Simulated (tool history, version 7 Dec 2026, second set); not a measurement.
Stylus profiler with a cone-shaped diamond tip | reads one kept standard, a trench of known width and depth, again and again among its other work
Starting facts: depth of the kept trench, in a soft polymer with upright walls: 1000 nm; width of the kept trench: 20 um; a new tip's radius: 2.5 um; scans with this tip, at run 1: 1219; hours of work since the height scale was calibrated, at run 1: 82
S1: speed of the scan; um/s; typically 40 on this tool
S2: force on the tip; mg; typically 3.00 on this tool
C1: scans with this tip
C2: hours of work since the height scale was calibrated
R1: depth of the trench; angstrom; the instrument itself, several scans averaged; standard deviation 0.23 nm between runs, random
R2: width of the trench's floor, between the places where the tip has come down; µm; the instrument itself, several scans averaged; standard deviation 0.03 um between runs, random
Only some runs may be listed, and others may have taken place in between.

{"run": 1, "hour": 0.0, "S1": 40, "S2": 3.0, "C1": 1219, "C2": 82, "R1": 10130.6, "R2": 15.8}
{"run": 2, "hour": 11.0, "S1": 40, "S2": 3.0, "C1": 1315, "C2": 89, "R1": 10136.9, "R2": 15.87}
{"run": 3, "hour": 22.2, "S1": 19, "S2": 3.0, "C1": 1413, "C2": 96, "R1": 10136.7, "R2": 15.94}
{"run": 4, "hour": 32.1, "S1": 19, "S2": 3.0, "C1": 1500, "C2": 101, "R1": 10133.9, "R2": 15.87}
{"run": 5, "hour": 41.0, "S1": 19, "S2": 3.0, "C1": 1578, "C2": 107, "R1": 10131.6, "R2": 15.89}
{"run": 6, "hour": 56.5, "S1": 19, "S2": 3.0, "C1": 1712, "C2": 116, "R1": 10133.1, "R2": 15.92}
{"run": 7, "hour": 67.5, "S1": 132, "S2": 3.0, "C1": 1809, "C2": 122, "R1": 10130.2, "R2": 15.34}
{"run": 8, "hour": 80.0, "S1": 132, "S2": 3.0, "C1": 1918, "C2": 130, "R1": 10133.4, "R2": 15.39}
{"run": 9, "hour": 97.9, "S1": 132, "S2": 3.0, "C1": 2074, "C2": 140, "R1": 10130.7, "R2": 15.39}
{"run": 10, "hour": 116.8, "S1": 132, "S2": 3.0, "C1": 2239, "C2": 152, "R1": 10133.0, "R2": 15.36}
{"run": 11, "hour": 128.6, "S1": 140, "S2": 3.0, "C1": 2342, "C2": 158, "R1": 10129.3, "R2": 15.27}
{"run": 12, "hour": 142.6, "S1": 140, "S2": 3.0, "C1": 2464, "C2": 167, "R1": 10129.1, "R2": 15.35}
{"run": 13, "hour": 159.9, "S1": 140, "S2": 3.0, "C1": 2616, "C2": 177, "R1": 10133.1, "R2": 15.3}
{"run": 14, "hour": 171.1, "S1": 19, "S2": 1.28, "C1": 2714, "C2": 184, "R1": 10073.4, "R2": 15.88}
{"run": 15, "hour": 181.8, "S1": 135, "S2": 1.34, "C1": 2807, "C2": 190, "R1": 10075.1, "R2": 15.03}
{"run": 16, "hour": 193.0, "S1": 18, "S2": 2.21, "C1": 2905, "C2": 197, "R1": 10108.9, "R2": 15.88}
{"run": 17, "hour": 206.6, "S1": 28, "S2": 4.8, "C1": 3023, "C2": 205, "R1": 10178.4, "R2": 15.89}
{"run": 18, "hour": 219.7, "S1": 28, "S2": 4.8, "C1": 3138, "C2": 212, "R1": 10181.1, "R2": 15.9}
{"run": 19, "hour": 229.8, "S1": 55, "S2": 3.4, "C1": 3226, "C2": 218, "R1": 10144.2, "R2": 15.77}
{"run": 20, "hour": 240.1, "S1": 62, "S2": 3.4, "C1": 3316, "C2": 224, "R1": 10145.5, "R2": 15.76}
{"run": 21, "hour": 255.2, "S1": 124, "S2": 1.33, "C1": 3448, "C2": 233, "R1": 10078.9, "R2": 15.12}
{"run": 22, "hour": 266.1, "S1": 138, "S2": 1.9, "C1": 3543, "C2": 240, "R1": 10098.5, "R2": 15.1}
{"run": 23, "hour": 275.6, "S1": 138, "S2": 3.66, "C1": 3626, "C2": 245, "R1": 10147.4, "R2": 15.38}
{"run": 24, "hour": 290.5, "S1": 40, "S2": 8.18, "C1": 3756, "C2": 254, "R1": 10263.1, "R2": 15.88}

Predict each of these 5 candidate next runs independently; none follows another, all start after run 24:
{"run": "A", "hour": 300.3, "S1": 17, "S2": 2.89, "C1": 3841, "C2": 260, "R1": "?", "R2": "?"}
{"run": "B", "hour": 300.3, "S1": 16, "S2": 5.07, "C1": 3841, "C2": 260, "R1": "?", "R2": "?"}
{"run": "C", "hour": 300.3, "S1": 33, "S2": 3.52, "C1": 3841, "C2": 260, "R1": "?", "R2": "?"}
{"run": "D", "hour": 300.3, "S1": 37, "S2": 3.0, "C1": 3841, "C2": 260, "R1": "?", "R2": "?"}
{"run": "E", "hour": 300.3, "S1": 56, "S2": 5.27, "C1": 3841, "C2": 260, "R1": "?", "R2": "?"}

run=A R1=10126.3 R2=15.94
run=B R1=10189.8 R2=15.90
run=C R1=10148.3 R2=15.88
run=D R1=10128.5 R2=15.80
run=E R1=10192.2 R2=15.81
Take away the tool's hidden state, keep each run's random variation, and the runs would have read:
run=A R1=10126.3 R2=15.94
run=B R1=10189.8 R2=15.90
run=C R1=10148.3 R2=15.88
run=D R1=10128.5 R2=15.81
run=E R1=10192.2 R2=15.81
